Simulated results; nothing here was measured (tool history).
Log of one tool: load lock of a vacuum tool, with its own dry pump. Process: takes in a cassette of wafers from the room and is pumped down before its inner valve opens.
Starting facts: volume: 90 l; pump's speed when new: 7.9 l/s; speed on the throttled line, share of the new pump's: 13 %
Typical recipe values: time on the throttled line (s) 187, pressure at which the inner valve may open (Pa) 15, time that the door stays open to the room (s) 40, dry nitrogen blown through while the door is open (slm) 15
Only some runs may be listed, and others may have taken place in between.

run	hour	time on the throttled line (s)	pressure at which the inner valve may open (Pa)	time that the door stays open to the room (s)	dry nitrogen blown through while the door is open (slm)	incoming humidity of the room's air, %	time from the closed door until the inner valve may open (s)	rise of the pressure with all valves shut (Pa/min)
1	0	187	15	40	15	41.1	263.6	0.017
2	399.8	187	15	40	15	45.9	262.6	0.018
3	821.4	116	15	40	15	42.6	201.2	0.021
4	1273.1	116	15	40	15	45.8	201.7	0.022
5	1759.5	116	15	40	15	46.3	202.3	0.019
6	2202.3	116	15	40	15	40.4	200.8	0.019
7	2467.9	116	15	40	15	47	201.2	0.02
8	2700.2	116	15	40	15	46.5	202.4	0.024
9	3168.9	116	15	40	15	43.2	203.8	0.021
10	3395.2	116	15	40	15	45.7	201.3	0.023
11	3898.2	187	15	40	28	46	266.3	0.02
12	4265.5	187	15	40	28	42.8	264.6	0.014
13	4580.4	187	15	40	14	41.7	263.2	0.022
14	5010.3	187	15	40	14	44.3	263	0.019
15	5305.9	187	15	40	14	47.8	261.6	0.026
16	5755.8	187	15	40	14	43.7	263.2	0.017
17	6147.2	187	15	96	15	43.3	264	0.027
18	6607.6	187	15	96	15	42.8	263.9	0.025
19	7045.5	191	15	40	15	44	269.3	0.024
20	7556.4	205	22	207	39	46.2	273.6	0.026
21	7894.4	268	19	96	6	45	331.9	0.04
22	8214.5	268	19	96	6	48.2	330.9	0.042
23	8724.3	268	19	96	6	44	334.6	0.042
24	9149.5	204	15	40	26	44	277.5	0.016
25	9475	163	24	40	9	44.9	239.9	0.027
26	9714.4	148	15	79	12	46	230.1	0.032
27	10073.5	148	12	79	12	45.1	232	0.029
28	10443.5	148	18	145	12	42.2	225.8	0.036
29	10687.8	164	18	145	7	46.3	238.9	0.046
30	11024.8	197	23	71	4	45.3	266.9	0.039
31	11431.8	197	23	71	4	44.2	266.8	0.038
32	11807.8	225	13	100	25	42.4	299.5	0.023
33	12035.6	225	13	142	7	46.9	298.8	0.047
34	12373.4	225	13	142	7	43.3	294.4	0.039
35	12646.7	225	13	174	7	44.2	297.7	0.056
36	12964	225	13	174	7	43.7	297.6	0.05

Put back what was entered between runs (1 entry, withheld): which listed runs does each sit between, and how does the hidden state differ from the listed run before to the listed run after?
In the gap between runs 31 and 32: door's seal changed, seat wiped (hour 11628)
  leak at the door's seal, Pa l/s: 0.0045 -> 0.002
